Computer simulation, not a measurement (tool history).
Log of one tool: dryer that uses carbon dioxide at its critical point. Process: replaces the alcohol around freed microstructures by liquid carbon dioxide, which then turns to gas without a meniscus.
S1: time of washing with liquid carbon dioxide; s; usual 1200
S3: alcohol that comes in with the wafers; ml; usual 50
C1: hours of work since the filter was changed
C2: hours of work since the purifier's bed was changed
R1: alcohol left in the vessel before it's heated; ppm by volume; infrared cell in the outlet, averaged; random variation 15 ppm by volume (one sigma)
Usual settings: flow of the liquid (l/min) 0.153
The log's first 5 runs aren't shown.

run 6 hour=99.4 | S1=1200 flow_of_the_liquid_(l/min)=0.153 S3=50 | C1=293 C2=511 | R1=1445
run 7 hour=124.3 | S1=1860 flow_of_the_liquid_(l/min)=0.153 S3=50 | C1=306 C2=523 | R1=245
run 8 hour=149.4 | S1=1200 flow_of_the_liquid_(l/min)=0.153 S3=50 | C1=319 C2=536 | R1=1429
run 9 hour=176.7 | S1=1200 flow_of_the_liquid_(l/min)=0.153 S3=50 | C1=332 C2=550 | R1=1512
run 10 hour=200.8 | S1=1200 flow_of_the_liquid_(l/min)=0.153 S3=50 | C1=345 C2=562 | R1=1486
run 11 hour=222.8 | S1=1020 flow_of_the_liquid_(l/min)=0.153 S3=50 | C1=356 C2=573 | R1=2845
run 12 hour=241.6 | S1=1020 flow_of_the_liquid_(l/min)=0.153 S3=50 | C1=365 C2=583 | R1=2867
run 13 hour=261.0 | S1=1200 flow_of_the_liquid_(l/min)=0.153 S3=105 | C1=375 C2=593 | R1=3100
run 14 hour=274.1 | S1=1200 flow_of_the_liquid_(l/min)=0.153 S3=105 | C1=382 C2=599 | R1=3252
-- hour=287.9 purifier's bed changed
run 15 hour=305.7 | S1=1200 flow_of_the_liquid_(l/min)=0.153 S3=39 | C1=396 C2=9 | R1=1154
run 16 hour=333.3 | S1=1200 flow_of_the_liquid_(l/min)=0.153 S3=39 | C1=410 C2=23 | R1=1184
-- hour=339.8 inlet filter changed
run 17 hour=362.1 | S1=1200 flow_of_the_liquid_(l/min)=0.153 S3=39 | C1=11 C2=37 | R1=745
run 18 hour=374.5 | S1=1860 flow_of_the_liquid_(l/min)=0.153 S3=50 | C1=18 C2=43 | R1=88
run 19 hour=393.5 | S1=1860 flow_of_the_liquid_(l/min)=0.153 S3=50 | C1=27 C2=53 | R1=83
run 20 hour=410.0 | S1=1860 flow_of_the_liquid_(l/min)=0.153 S3=50 | C1=36 C2=61 | R1=90
run 21 hour=425.3 | S1=780 flow_of_the_liquid_(l/min)=0.208 S3=34 | C1=43 C2=69 | R1=1194
run 22 hour=437.0 | S1=1020 flow_of_the_liquid_(l/min)=0.153 S3=43 | C1=49 C2=75 | R1=1675
run 23 hour=452.6 | S1=1020 flow_of_the_liquid_(l/min)=0.160 S3=91 | C1=57 C2=83 | R1=2994
run 24 hour=479.7 | S1=1020 flow_of_the_liquid_(l/min)=0.160 S3=91 | C1=71 C2=96 | R1=2995
run 25 hour=494.3 | S1=1020 flow_of_the_liquid_(l/min)=0.160 S3=91 | C1=78 C2=104 | R1=3106
run 26 hour=507.2 | S1=1020 flow_of_the_liquid_(l/min)=0.160 S3=91 | C1=85 C2=110 | R1=3151
run 27 hour=529.4 | S1=1020 flow_of_the_liquid_(l/min)=0.160 S3=91 | C1=96 C2=122 | R1=3135
run 28 hour=541.6 | S1=1620 flow_of_the_liquid_(l/min)=0.225 S3=28 | C1=102 C2=128 | R1=43
run 29 hour=558.8 | S1=900 flow_of_the_liquid_(l/min)=0.093 S3=72 | C1=111 C2=136 | R1=17332
run 30 hour=585.8 | S1=900 flow_of_the_liquid_(l/min)=0.093 S3=72 | C1=124 C2=150 | R1=17117

Run 31 comes next. What will it give?
run 31 hour=611.5 | S1=900 flow_of_the_liquid_(l/min)=0.093 S3=72 | C1=137 C2=163 | R1=?

Run 31 gave R1 18099 ppm by volume.
Without the tool's hidden state the same run would have given R1 16589 ppm by volume.
